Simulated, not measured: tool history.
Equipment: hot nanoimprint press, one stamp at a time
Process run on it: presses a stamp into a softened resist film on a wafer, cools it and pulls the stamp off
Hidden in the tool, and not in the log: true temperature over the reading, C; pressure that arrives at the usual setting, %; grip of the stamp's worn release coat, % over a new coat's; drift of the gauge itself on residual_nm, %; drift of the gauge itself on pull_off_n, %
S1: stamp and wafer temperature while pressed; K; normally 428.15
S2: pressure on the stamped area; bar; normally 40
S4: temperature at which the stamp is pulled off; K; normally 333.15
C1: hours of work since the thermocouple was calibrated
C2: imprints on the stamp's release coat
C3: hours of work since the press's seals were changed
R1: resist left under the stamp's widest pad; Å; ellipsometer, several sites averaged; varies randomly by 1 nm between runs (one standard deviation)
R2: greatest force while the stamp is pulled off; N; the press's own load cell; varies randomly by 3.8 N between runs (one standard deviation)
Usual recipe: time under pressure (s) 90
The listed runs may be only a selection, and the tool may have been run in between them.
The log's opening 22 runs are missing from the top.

run 23 day=9.975 | S1=428.15 S2=24.8 time_under_pressure_(s)=53 S4=333.15 | C1=296 C2=1527 C3=273 | R1=1970 R2=185
run 24 day=10.454 | S1=428.15 S2=24.8 time_under_pressure_(s)=53 S4=333.15 | C1=301 C2=1544 C3=279 | R1=1974 R2=181
run 25 day=11.071 | S1=416.15 S2=45.2 time_under_pressure_(s)=53 S4=326.15 | C1=308 C2=1565 C3=286 | R1=2079 R2=210
run 26 day=11.538 | S1=418.15 S2=38.4 time_under_pressure_(s)=90 S4=333.15 | C1=313 C2=1582 C3=291 | R1=1927 R2=184
run 27 day=12.212 | S1=426.15 S2=32.3 time_under_pressure_(s)=90 S4=333.15 | C1=321 C2=1605 C3=298 | R1=1689 R2=183
run 28 day=12.833 | S1=435.15 S2=32.3 time_under_pressure_(s)=90 S4=321.15 | C1=327 C2=1627 C3=305 | R1=1340 R2=229
run 29 day=13.208 | S1=435.15 S2=32.3 time_under_pressure_(s)=90 S4=321.15 | C1=332 C2=1640 C3=309 | R1=1331 R2=231
run 30 day=13.658 | S1=435.15 S2=32.3 time_under_pressure_(s)=90 S4=321.15 | C1=337 C2=1656 C3=314 | R1=1339 R2=229

Branching from run 30: 4 alternative next runs. What would each branch give?
run A day=14.058 | S1=430.15 S2=32.3 time_under_pressure_(s)=90 S4=328.15 | C1=341 C2=1670 C3=319 | R1=? R2=?
run B day=14.058 | S1=430.15 S2=40 time_under_pressure_(s)=90 S4=333.15 | C1=341 C2=1670 C3=319 | R1=? R2=?
run C day=14.058 | S1=428.15 S2=40 time_under_pressure_(s)=90 S4=324.15 | C1=341 C2=1670 C3=319 | R1=? R2=?
run D day=14.058 | S1=428.15 S2=44 time_under_pressure_(s)=90 S4=338.15 | C1=341 C2=1670 C3=319 | R1=? R2=?

run=A R1=1515 R2=199
run=B R1=1373 R2=183
run=C R1=1463 R2=211
run=D R1=1399 R2=162
Stripped of hidden state, with their random variation kept, the same runs would have yielded:
run=A R1=1515 R2=197
run=B R1=1373 R2=181
run=C R1=1463 R2=210
run=D R1=1399 R2=161

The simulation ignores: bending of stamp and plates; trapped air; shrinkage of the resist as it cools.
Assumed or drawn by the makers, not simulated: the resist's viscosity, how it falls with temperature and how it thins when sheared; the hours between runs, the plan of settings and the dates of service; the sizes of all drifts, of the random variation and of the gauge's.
